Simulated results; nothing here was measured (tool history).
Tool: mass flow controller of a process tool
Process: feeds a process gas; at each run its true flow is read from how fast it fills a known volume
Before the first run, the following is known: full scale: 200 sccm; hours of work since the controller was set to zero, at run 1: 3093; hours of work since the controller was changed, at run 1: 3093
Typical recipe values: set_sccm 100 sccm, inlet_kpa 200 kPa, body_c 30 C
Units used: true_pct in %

run,hour,set_sccm,inlet_kpa,body_c,hours of work since the controller was set to zero,hours of work since the controller was changed,true_pct
1,0,100,200,30,3093,3093,98.85
2,101.1,100,200,30,3133,3133,98.9
3,187.8,100,200,30,3167,3167,98.83
4,290.2,100,200,30,3208,3208,98.8
5,341.6,100,200,30,3228,3228,98.78
6,435.7,100,200,30,3265,3265,98.91
7,487.6,100,200,30,3285,3285,98.75
8,535.7,100,200,30,3304,3304,98.75
9,619.5,100,200,30,3337,3337,98.93
10,691.2,100,200,30,3366,3366,98.94
11,741.2,100,264,30,3385,3385,98.7
12,810.4,100,200,30,3413,3413,98.84
13,874.3,145,144,21,3438,3438,100.05
14,919.6,145,144,20,3456,3456,100.11
15,987.3,63,200,23,3482,3482,99.29
16,1053,38,272,21,3508,3508,98.95

Forecast run 17:
17,1135.2,38,272,21,3541,3541,?

Run 17 came out at true_pct 98.99 %.
With no hidden state in the tool, this same run would have given true_pct 99 %.
